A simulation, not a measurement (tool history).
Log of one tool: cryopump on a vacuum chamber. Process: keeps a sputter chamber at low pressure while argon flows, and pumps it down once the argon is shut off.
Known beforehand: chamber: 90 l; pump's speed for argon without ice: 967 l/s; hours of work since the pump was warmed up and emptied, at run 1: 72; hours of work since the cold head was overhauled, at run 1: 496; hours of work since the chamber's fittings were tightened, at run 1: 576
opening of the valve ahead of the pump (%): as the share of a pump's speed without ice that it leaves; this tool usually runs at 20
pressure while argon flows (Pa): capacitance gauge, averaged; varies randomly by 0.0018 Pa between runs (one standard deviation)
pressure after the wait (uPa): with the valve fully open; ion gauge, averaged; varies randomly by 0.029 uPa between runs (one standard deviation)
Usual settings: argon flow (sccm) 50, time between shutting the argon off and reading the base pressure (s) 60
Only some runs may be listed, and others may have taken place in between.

run   hour  argon flow (sccm)  time between shutting the argon off and reading the base pressure (s)  opening of the valve ahead of the pump (%)  hours of work since the pump was warmed up and emptied  hours of work since the cold head was overhauled  hours of work since the chamber's fittings were tightened  pressure while argon flows (Pa)  pressure after the wait (uPa)
  1      0                 50                                                                     60                                          20                                                      72                                               496                                                        576                           0.4442                           1.96
  2   21.3                 50                                                                    229                                          20                                                      82                                               506                                                        586                           0.4421                           1.21
  3   41.2                 50                                                                    229                                          20                                                      92                                               516                                                        596                           0.4447                           1.24
  4   52.2                 59                                                                     60                                          20                                                      98                                               521                                                        601                           0.5245                           2.04
  5   68.6                 59                                                                     60                                          28                                                     106                                               529                                                        609                           0.3781                           2.04
  6   80.7                 50                                                                     60                                          20                                                     111                                               535                                                        615                           0.4442                           2.05
  7   95.4                 50                                                                     60                                          20                                                     119                                               543                                                        622                           0.4461                           2.01
  8  112.3                 20                                                                     60                                          20                                                     127                                               551                                                        631                           0.1798                           2.08
  9  136.2                 50                                                                     60                                          20                                                     139                                               563                                                        642                           0.4454                           2.12
 10  161.1                 50                                                                     60                                          20                                                     151                                               575                                                        655                           0.4465                           2.15
 11  171.5                 50                                                                     53                                          20                                                     156                                               580                                                        660                           0.4487                           2.35
 12  192.7                 50                                                                     53                                          20                                                     166                                               590                                                        670                           0.4503                           2.28
 13  205.6                 50                                                                     60                                          20                                                     173                                               597                                                        676                           0.4507                           2.18
 14  223.4                 50                                                                     60                                          20                                                     181                                               605                                                        685                           0.4493                            2.1
 15  238.6                 50                                                                     60                                          20                                                     189                                               613                                                        693                            0.452                           2.17
 16  251.4                 50                                                                     60                                          20                                                     195                                               619                                                        699                           0.4484                           2.24
 17  264.1                 50                                                                     60                                          20                                                     201                                               625                                                        705                           0.4501                           2.21
 18    280                 50                                                                     60                                          43                                                     209                                               633                                                        713                           0.2187                           2.23
 19  299.4                 84                                                                     85                                          16                                                     219                                               643                                                        722                           0.9466                           1.93
 20  311.2                 84                                                                     85                                          16                                                     224                                               648                                                        728                           0.9477                           1.91
 21  327.3                 71                                                                    104                                          20                                                     232                                               656                                                        736                            0.644                           1.74
 22  350.5                 50                                                                     25                                          20                                                     244                                               668                                                        747                           0.4517                           3.82
 23  370.1                 41                                                                     83                                          28                                                     253                                               677                                                        757                           0.2717                           2.01
 24  380.6                 92                                                                     60                                          42                                                     259                                               682                                                        762                           0.4158                            2.3
 25  400.8                 92                                                                     60                                          42                                                     268                                               692                                                        772                            0.415                           2.26
 26  412.6                 30                                                                     70                                          24                                                     274                                               698                                                        778                           0.2302                            2.1
 27  434.6                 24                                                                    177                                          56                                                     285                                               709                                                        789                           0.0845                           1.51
 28  445.3                 29                                                                     36                                          46                                                     290                                               714                                                        794                            0.121                           3.06
 29  464.5                 29                                                                     36                                          46                                                     300                                               724                                                        803                           0.1222                           3.09
 30  486.2                 29                                                                    122                                          42                                                     310                                               734                                                        814                           0.1338                           1.79
 31  506.2                 29                                                                    122                                          42                                                     320                                               744                                                        824                           0.1331                           1.89
 32  519.3                 29                                                                    122                                          42                                                     327                                               750                                                        830                           0.1352                           1.84
 33  538.3                 95                                                                     50                                          26                                                     336                                               760                                                        840                           0.6831                           2.71
 34  556.3                 94                                                                    188                                          15                                                     345                                               769                                                        848                           1.1386                           1.66

4 options for the next run, each taken on its own from the tool as it stands now. Forecast them:
  A  573.8                 33                                                                    188                                          19                                                     353                                               777                                                        857                                ?                              ?
  B  573.8                 80                                                                    168                                          20                                                     353                                               777                                                        857                                ?                              ?
  C  573.8                 72                                                                    117                                          17                                                     353                                               777                                                        857                                ?                              ?
  D  573.8                 52                                                                    191                                          53                                                     353                                               777                                                        857                                ?                              ?

run  pressure while argon flows (Pa)  pressure after the wait (uPa)
  A                           0.3218                           1.65
  B                           0.7331                           1.68
  C                           0.7745                           1.92
  D                           0.1989                           1.64
With no hidden state in the tool, these same runs would have given:
run  pressure while argon flows (Pa)  pressure after the wait (uPa)
  A                           0.3048                           0.64
  B                           0.6923                           0.66
  C                           0.7376                            0.9
  D                           0.1721                           0.62

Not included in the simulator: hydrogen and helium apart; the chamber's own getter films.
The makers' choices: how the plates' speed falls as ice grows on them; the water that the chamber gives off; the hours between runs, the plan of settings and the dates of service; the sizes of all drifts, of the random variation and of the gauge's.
